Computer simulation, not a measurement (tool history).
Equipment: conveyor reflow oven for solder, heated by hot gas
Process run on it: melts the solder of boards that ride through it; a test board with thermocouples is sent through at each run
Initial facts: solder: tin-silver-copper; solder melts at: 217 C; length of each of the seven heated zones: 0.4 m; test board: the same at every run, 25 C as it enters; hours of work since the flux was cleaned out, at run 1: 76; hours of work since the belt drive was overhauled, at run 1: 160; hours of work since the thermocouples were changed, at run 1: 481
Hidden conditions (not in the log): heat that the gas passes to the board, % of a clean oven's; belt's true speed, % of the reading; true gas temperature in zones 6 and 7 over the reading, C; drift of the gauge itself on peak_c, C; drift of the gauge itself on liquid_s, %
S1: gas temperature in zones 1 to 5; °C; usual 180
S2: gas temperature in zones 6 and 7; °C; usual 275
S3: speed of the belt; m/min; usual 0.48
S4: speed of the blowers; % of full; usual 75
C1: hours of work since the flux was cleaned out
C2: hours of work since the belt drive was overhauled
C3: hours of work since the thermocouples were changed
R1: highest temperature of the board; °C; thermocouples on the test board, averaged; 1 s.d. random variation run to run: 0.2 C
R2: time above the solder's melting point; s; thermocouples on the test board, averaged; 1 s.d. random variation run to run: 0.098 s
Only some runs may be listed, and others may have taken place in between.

run,hour,S1,S2,S3,S4,C1,C2,C3,R1,R2
1,0,180,275,0.48,75,76,160,481,261.2,85.45
2,25.9,180,275,0.48,50,96,181,501,255.6,79.87
3,50.1,190,275,0.48,75,115,200,520,262.4,91.36
4,71.5,190,275,0.48,75,132,217,537,261.9,91.18
5,93.9,170,275,0.48,75,150,235,555,259.5,79.78
6,127.8,170,275,0.48,75,177,262,582,259.4,79.72
7,158.5,170,275,0.48,75,202,286,607,259.3,79.49
# hour 186.3: flux residue cleaned out of gas plates and filters
8,199.6,180,275,0.48,52,11,315,635,256.7,80.95
9,217.1,180,275,0.48,52,25,329,649,256.6,81.05
10,240.1,180,275,0.48,52,43,347,668,256.2,80.89
11,277.9,180,275,0.48,52,73,377,698,255.8,80.77
12,308.2,189,275,0.48,75,97,401,722,262,90.79
13,336.5,189,275,0.48,75,120,424,744,261.7,90.86
14,362.9,180,275,0.48,75,141,445,765,261.1,85.45
15,397.6,180,275,0.48,75,168,473,793,260.8,85.26
16,425.4,180,275,0.48,75,190,495,815,260.3,85.05
17,441.4,180,278,0.48,75,203,507,828,263.1,86.74
# hour 468.3: flux residue cleaned out of gas plates and filters
18,480.6,180,285,0.48,54,10,535,855,265.3,87.74

Run 19 is up next; what results do you expect?
19,515.6,180,285,0.48,54,38,563,883,?,?

Run 19 measured R1 264.8 °C, R2 87.66 s.
The same run, on a tool lacking any hidden state, would have yielded R1 267 °C, R2 88.76 s.

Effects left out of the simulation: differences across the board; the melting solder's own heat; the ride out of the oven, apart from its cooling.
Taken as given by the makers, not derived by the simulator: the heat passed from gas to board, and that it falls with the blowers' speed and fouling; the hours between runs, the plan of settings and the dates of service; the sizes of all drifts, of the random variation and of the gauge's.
